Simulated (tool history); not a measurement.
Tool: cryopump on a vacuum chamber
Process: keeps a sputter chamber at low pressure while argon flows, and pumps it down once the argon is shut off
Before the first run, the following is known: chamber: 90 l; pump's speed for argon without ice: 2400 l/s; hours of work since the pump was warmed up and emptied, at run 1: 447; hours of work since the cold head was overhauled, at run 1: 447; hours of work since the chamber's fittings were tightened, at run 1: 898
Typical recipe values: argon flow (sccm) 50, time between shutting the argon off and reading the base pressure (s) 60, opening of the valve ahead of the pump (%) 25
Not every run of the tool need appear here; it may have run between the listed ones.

run	hour	argon flow (sccm)	time between shutting the argon off and reading the base pressure (s)	opening of the valve ahead of the pump (%)	hours of work since the pump was warmed up and emptied	hours of work since the cold head was overhauled	hours of work since the chamber's fittings were tightened	pressure while argon flows (Pa)	pressure after the wait (uPa)
1	0	50	60	25	447	447	898	0.1466	0.74
2	13.1	50	60	25	458	458	909	0.1449	0.73
3	21.1	50	60	25	464	464	916	0.1456	0.76
4	31.1	50	60	25	472	472	924	0.1459	0.73
5	37.6	50	60	25	478	478	929	0.1458	0.7
6	48.9	50	60	25	487	487	939	0.1467	0.74
7	57.7	74	60	25	494	494	946	0.2166	0.75
8	71.7	74	60	25	506	506	957	0.2157	0.75
9	80	100	60	25	513	513	964	0.2921	0.75
10	95	100	60	25	525	525	976	0.2942	0.73
11	102.3	89	60	25	531	531	982	0.2627	0.76
# hour 109.6: pump warmed up, emptied and cooled again
12	120.6	89	60	25	9	542	993	0.2503	0.72
13	132.3	50	60	25	19	551	1003	0.1417	0.69
14	145.4	50	60	51	29	562	1014	0.0696	0.7
15	153.6	50	60	51	36	569	1020	0.0698	0.68
16	163.4	72	60	25	44	577	1028	0.2039	0.72
17	176.3	72	60	25	55	587	1039	0.2043	0.73
18	184.3	50	60	30	61	594	1045	0.1185	0.69
19	190.8	50	206	48	67	599	1051	0.0747	0.4
20	198.1	50	206	48	73	605	1057	0.0745	0.39
21	212.9	30	21	29	85	617	1069	0.0727	1.56
22	226.8	64	33	25	96	629	1080	0.1831	1.14
23	240.8	64	33	25	108	640	1092	0.1811	1.11
24	254.3	97	83	36	119	651	1103	0.1936	0.64
25	267.5	89	60	25	130	662	1114	0.2539	0.74
26	276.8	20	76	24	137	670	1121	0.0599	0.64
27	288.8	75	70	53	147	680	1131	0.1023	0.67
28	297	39	57	54	154	686	1138	0.0522	0.79
29	312.7	70	57	54	167	699	1151	0.0943	0.76
30	323.3	38	60	27	175	708	1159	0.1	0.77
31	337.7	33	60	24	187	720	1171	0.0988	0.74
32	344.4	50	152	25	193	725	1177	0.144	0.44
33	357.7	28	74	15	203	736	1188	0.1326	0.66
34	373	51	143	25	216	749	1200	0.1454	0.49

How would selected steps in pressure while argon flows (Pa) from run to run divide? Give the signed amount a tool lacking its hidden state would still show from settings, what came in and random variation, and the signed amount left for the hidden state, including any gauge scatter that is not in both of the compared results.
Hidden state at play: pump's speed, % of a pump's without ice; cold plate's temperature, K; leak into the chamber, uPa l/s; drift of the gauge itself on working_pa, %; drift of the gauge itself on base_upa, %.
Run 6 -> 7: argon flow (sccm) 50 -> 74. pressure while argon flows (Pa) +0.0699: hidden state +0.0026, all else +0.0673.
Run 8 -> 9: argon flow (sccm) 74 -> 100. pressure while argon flows (Pa) +0.0764: hidden state +0.003, all else +0.0734.
Run 11 -> 12: pump warmed up, emptied and cooled again. pressure while argon flows (Pa) -0.0124: hidden state -0.0095, all else -0.0029.
Run 15 -> 16: argon flow (sccm) 50 -> 72, opening of the valve ahead of the pump (%) 51 -> 25. pressure while argon flows (Pa) +0.1341: hidden state +0.0005, all else +0.1336.
Run 21 -> 22: argon flow (sccm) 30 -> 64, time between shutting the argon off and reading the base pressure (s) 21 -> 33, opening of the valve ahead of the pump (%) 29 -> 25. pressure while argon flows (Pa) +0.1104: hidden state +0.0009, all else +0.1095.
Run 25 -> 26: argon flow (sccm) 89 -> 20, time between shutting the argon off and reading the base pressure (s) 60 -> 76, opening of the valve ahead of the pump (%) 25 -> 24. pressure while argon flows (Pa) -0.194: hidden state -0.0023, all else -0.1917.
